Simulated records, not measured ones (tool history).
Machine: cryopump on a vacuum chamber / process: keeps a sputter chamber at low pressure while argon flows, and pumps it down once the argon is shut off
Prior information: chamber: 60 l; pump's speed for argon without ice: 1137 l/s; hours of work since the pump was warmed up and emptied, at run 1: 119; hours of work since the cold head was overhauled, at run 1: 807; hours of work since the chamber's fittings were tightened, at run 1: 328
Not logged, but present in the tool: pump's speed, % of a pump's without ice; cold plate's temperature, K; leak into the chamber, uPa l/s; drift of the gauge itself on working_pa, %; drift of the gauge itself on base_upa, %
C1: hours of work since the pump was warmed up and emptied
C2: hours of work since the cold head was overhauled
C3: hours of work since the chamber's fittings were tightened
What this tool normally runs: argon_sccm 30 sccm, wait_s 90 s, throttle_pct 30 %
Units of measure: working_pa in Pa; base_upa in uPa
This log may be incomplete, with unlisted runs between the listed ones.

run 1 hour=0.0 | argon_sccm=30 wait_s=90 throttle_pct=30 | C1=119 C2=807 C3=328 | working_pa=0.1518 base_upa=1.67
run 2 hour=53.8 | argon_sccm=30 wait_s=90 throttle_pct=30 | C1=145 C2=832 C3=353 | working_pa=0.1524 base_upa=1.67
run 3 hour=99.2 | argon_sccm=30 wait_s=90 throttle_pct=30 | C1=166 C2=854 C3=375 | working_pa=0.1530 base_upa=1.71
run 4 hour=137.3 | argon_sccm=30 wait_s=90 throttle_pct=30 | C1=184 C2=872 C3=393 | working_pa=0.1516 base_upa=1.76
run 5 hour=198.2 | argon_sccm=30 wait_s=90 throttle_pct=30 | C1=213 C2=900 C3=421 | working_pa=0.1542 base_upa=1.80
run 6 hour=263.1 | argon_sccm=30 wait_s=90 throttle_pct=30 | C1=243 C2=931 C3=452 | working_pa=0.1550 base_upa=1.82
run 7 hour=311.0 | argon_sccm=30 wait_s=90 throttle_pct=30 | C1=266 C2=954 C3=475 | working_pa=0.1541 base_upa=1.78
run 8 hour=371.3 | argon_sccm=30 wait_s=31 throttle_pct=30 | C1=294 C2=982 C3=503 | working_pa=0.1560 base_upa=3.95
run 9 hour=404.6 | argon_sccm=30 wait_s=90 throttle_pct=15 | C1=310 C2=998 C3=519 | working_pa=0.3044 base_upa=1.94
run 10 hour=454.2 | argon_sccm=30 wait_s=90 throttle_pct=15 | C1=334 C2=1021 C3=542 | working_pa=0.3062 base_upa=1.96
run 11 hour=500.5 | argon_sccm=36 wait_s=90 throttle_pct=30 | C1=355 C2=1043 C3=564 | working_pa=0.1878 base_upa=1.93
run 12 hour=566.6 | argon_sccm=30 wait_s=90 throttle_pct=30 | C1=387 C2=1074 C3=595 | working_pa=0.1580 base_upa=1.97
run 13 hour=630.8 | argon_sccm=30 wait_s=90 throttle_pct=30 | C1=417 C2=1105 C3=626 | working_pa=0.1586 base_upa=1.98
run 14 hour=682.2 | argon_sccm=30 wait_s=90 throttle_pct=30 | C1=441 C2=1129 C3=650 | working_pa=0.1594 base_upa=2.08
run 15 hour=733.7 | argon_sccm=30 wait_s=90 throttle_pct=30 | C1=465 C2=1153 C3=674 | working_pa=0.1599 base_upa=2.12
run 16 hour=763.6 | argon_sccm=14 wait_s=90 throttle_pct=51 | C1=480 C2=1167 C3=688 | working_pa=0.0465 base_upa=2.12
run 17 hour=810.8 | argon_sccm=40 wait_s=92 throttle_pct=18 | C1=502 C2=1190 C3=711 | working_pa=0.3474 base_upa=2.13
run 18 hour=868.2 | argon_sccm=21 wait_s=197 throttle_pct=17 | C1=529 C2=1217 C3=738 | working_pa=0.1917 base_upa=1.60
run 19 hour=906.2 | argon_sccm=48 wait_s=44 throttle_pct=21 | C1=547 C2=1235 C3=756 | working_pa=0.3618 base_upa=3.33
run 20 hour=961.0 | argon_sccm=48 wait_s=44 throttle_pct=21 | C1=573 C2=1261 C3=781 | working_pa=0.3644 base_upa=3.38
run 21 hour=1014.4 | argon_sccm=17 wait_s=67 throttle_pct=49 | C1=598 C2=1286 C3=807 | working_pa=0.0606 base_upa=2.72
run 22 hour=1048.2 | argon_sccm=29 wait_s=176 throttle_pct=22 | C1=614 C2=1302 C3=823 | working_pa=0.2111 base_upa=1.82
run 23 hour=1093.6 | argon_sccm=29 wait_s=176 throttle_pct=22 | C1=635 C2=1323 C3=844 | working_pa=0.2109 base_upa=1.84
-- hour=1108.3 pump warmed up, emptied and cooled again
run 24 hour=1152.4 | argon_sccm=29 wait_s=176 throttle_pct=22 | C1=21 C2=1349 C3=869 | working_pa=0.1961 base_upa=1.53
run 25 hour=1181.7 | argon_sccm=50 wait_s=292 throttle_pct=33 | C1=35 C2=1362 C3=883 | working_pa=0.2275 base_upa=1.35

Difference, measured minus no-hidden-state, one row per run. Run-to-run variation is common to both terms; the gauge's own scatter need not be:
run=1 working_pa=+0.0033 base_upa=+0.34
run=2 working_pa=+0.0038 base_upa=+0.37
run=3 working_pa=+0.0043 base_upa=+0.38
run=4 working_pa=+0.0047 base_upa=+0.42
run=5 working_pa=+0.0052 base_upa=+0.44
run=6 working_pa=+0.0060 base_upa=+0.49
run=7 working_pa=+0.0064 base_upa=+0.49
run=8 working_pa=+0.0070 base_upa=+0.56
run=9 working_pa=+0.0075 base_upa=+0.58
run=10 working_pa=+0.0079 base_upa=+0.60
run=11 working_pa=+0.0101 base_upa=+0.63
run=12 working_pa=+0.0091 base_upa=+0.65
run=13 working_pa=+0.0099 base_upa=+0.71
run=14 working_pa=+0.0105 base_upa=+0.74
run=15 working_pa=+0.0111 base_upa=+0.78
run=16 working_pa=+0.0054 base_upa=+0.80
run=17 working_pa=+0.0162 base_upa=+0.84
run=18 working_pa=+0.0090 base_upa=+0.87
run=19 working_pa=+0.0215 base_upa=+0.91
run=20 working_pa=+0.0227 base_upa=+0.95
run=21 working_pa=+0.0084 base_upa=+1.00
run=22 working_pa=+0.0149 base_upa=+1.03
run=23 working_pa=+0.0154 base_upa=+1.05
run=24 working_pa=+0.0013 base_upa=+0.74
run=25 working_pa=+0.0025 base_upa=+0.76

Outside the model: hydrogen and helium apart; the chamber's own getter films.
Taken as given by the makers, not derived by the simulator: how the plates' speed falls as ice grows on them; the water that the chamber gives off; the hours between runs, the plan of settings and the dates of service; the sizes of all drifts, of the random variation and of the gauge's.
